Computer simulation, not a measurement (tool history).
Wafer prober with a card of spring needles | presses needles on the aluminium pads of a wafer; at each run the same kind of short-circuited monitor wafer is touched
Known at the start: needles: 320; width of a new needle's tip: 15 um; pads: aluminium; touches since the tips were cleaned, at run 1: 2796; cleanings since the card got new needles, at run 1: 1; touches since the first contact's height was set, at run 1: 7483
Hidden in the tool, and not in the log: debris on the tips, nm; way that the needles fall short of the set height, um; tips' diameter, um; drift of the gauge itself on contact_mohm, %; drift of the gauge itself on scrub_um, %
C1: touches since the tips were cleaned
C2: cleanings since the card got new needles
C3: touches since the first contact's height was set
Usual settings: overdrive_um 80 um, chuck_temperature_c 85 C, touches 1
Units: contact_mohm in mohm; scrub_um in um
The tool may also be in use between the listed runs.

{"run": 1, "hour": 0.0, "overdrive_um": 80, "chuck_temperature_c": 85, "touches": 1, "C1": 2796, "C2": 1, "C3": 7483, "contact_mohm": 154, "scrub_um": 13.01}
{"hour": 4.6, "done": "tips cleaned on abrasive film"}
{"hour": 13.7, "done": "tips cleaned on abrasive film"}
{"run": 2, "hour": 20.3, "overdrive_um": 80, "chuck_temperature_c": 85, "touches": 1, "C1": 3388, "C2": 3, "C3": 17823, "contact_mohm": 158, "scrub_um": 13.04}
{"hour": 23.8, "done": "tips cleaned on abrasive film"}
{"run": 3, "hour": 32.5, "overdrive_um": 80, "chuck_temperature_c": 85, "touches": 1, "C1": 4497, "C2": 4, "C3": 24069, "contact_mohm": 161, "scrub_um": 13.04}
{"hour": 34.1, "done": "tips cleaned on abrasive film"}
{"run": 4, "hour": 41.7, "overdrive_um": 80, "chuck_temperature_c": 85, "touches": 1, "C1": 3903, "C2": 5, "C3": 28749, "contact_mohm": 159, "scrub_um": 12.98}
{"hour": 43.2, "done": "tips cleaned on abrasive film"}
{"hour": 53.1, "done": "tips cleaned on abrasive film"}
{"run": 5, "hour": 61.6, "overdrive_um": 80, "chuck_temperature_c": 85, "touches": 1, "C1": 4358, "C2": 7, "C3": 38854, "contact_mohm": 160, "scrub_um": 12.98}
{"hour": 63.5, "done": "tips cleaned on abrasive film"}
{"run": 6, "hour": 71.2, "overdrive_um": 80, "chuck_temperature_c": 85, "touches": 1, "C1": 3988, "C2": 8, "C3": 43757, "contact_mohm": 160, "scrub_um": 12.97}
{"hour": 72.8, "done": "tips cleaned on abrasive film"}
{"hour": 83.1, "done": "tips cleaned on abrasive film"}
{"run": 7, "hour": 85.5, "overdrive_um": 80, "chuck_temperature_c": 85, "touches": 1, "C1": 1237, "C2": 10, "C3": 51025, "contact_mohm": 139, "scrub_um": 12.92}
{"hour": 93.1, "done": "tips cleaned on abrasive film"}
{"hour": 96.3, "done": "tips cleaned on abrasive film, once more"}
{"run": 8, "hour": 100.1, "overdrive_um": 80, "chuck_temperature_c": 85, "touches": 1, "C1": 1936, "C2": 12, "C3": 58404, "contact_mohm": 148, "scrub_um": 12.92}
{"hour": 106.2, "done": "tips cleaned on abrasive film"}
{"run": 9, "hour": 111.7, "overdrive_um": 80, "chuck_temperature_c": 85, "touches": 1, "C1": 2812, "C2": 13, "C3": 64316, "contact_mohm": 156, "scrub_um": 12.95}
{"hour": 115.6, "done": "tips cleaned on abrasive film"}
{"hour": 125.1, "done": "tips cleaned on abrasive film"}
{"run": 10, "hour": 131.7, "overdrive_um": 80, "chuck_temperature_c": 59, "touches": 2, "C1": 3374, "C2": 15, "C3": 74520, "contact_mohm": 140, "scrub_um": 12.92}

Forecast run 11:
{"hour": 134.3, "done": "tips cleaned on abrasive film"}
{"hour": 143.6, "done": "tips cleaned on abrasive film"}
{"run": 11, "hour": 151.3, "overdrive_um": 80, "chuck_temperature_c": 32, "touches": 2, "C1": 3948, "C2": 17, "C3": 84482, "contact_mohm": "?", "scrub_um": "?"}

Run 11 gave contact_mohm 141 mohm, scrub_um 12.91 um.
Without the tool's hidden state the same run would have given contact_mohm 117 mohm, scrub_um 13.03 um.

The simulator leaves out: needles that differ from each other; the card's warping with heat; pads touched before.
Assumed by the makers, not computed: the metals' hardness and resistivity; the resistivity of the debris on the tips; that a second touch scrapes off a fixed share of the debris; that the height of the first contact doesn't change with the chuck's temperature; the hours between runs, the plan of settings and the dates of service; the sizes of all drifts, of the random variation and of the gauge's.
